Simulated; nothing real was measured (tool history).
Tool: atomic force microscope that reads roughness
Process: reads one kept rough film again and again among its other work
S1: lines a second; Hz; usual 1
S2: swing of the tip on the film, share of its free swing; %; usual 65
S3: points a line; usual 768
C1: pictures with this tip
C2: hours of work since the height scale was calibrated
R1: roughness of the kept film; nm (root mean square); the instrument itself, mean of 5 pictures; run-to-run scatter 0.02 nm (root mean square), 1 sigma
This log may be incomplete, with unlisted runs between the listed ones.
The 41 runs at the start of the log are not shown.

run,hour,S1,S2,S3,C1,C2,R1
42,1204,3.81,74,415,114,953,3.344
# hour 1219: new tip fitted
43,1222.1,1.89,87,415,3,962,4.193
44,1256.7,1.89,87,415,40,979,3.882
45,1283.6,1.18,65,768,68,993,4.146
46,1313.9,1,78,467,100,1008,3.742
# hour 1327.7: height scale calibrated on a step standard
47,1341,1.73,70,610,128,7,3.619
# hour 1344.7: new tip fitted
48,1359.4,1.98,78,899,16,16,4.353
49,1385.9,1,62,768,44,29,4.433
50,1413.8,1,62,768,73,43,4.193

Below are 3 alternative next runs, each starting from the tool's condition after run 50. Predict each:
A,1431.9,2.68,68,841,92,52,?
B,1431.9,1,65,768,92,52,?
C,1431.9,0.88,65,768,92,52,?

run,R1
A,3.842
B,3.991
C,4.02
Stripped of hidden state, with their random variation kept, the same runs would have yielded:
run,R1
A,4.686
B,4.87
C,4.905
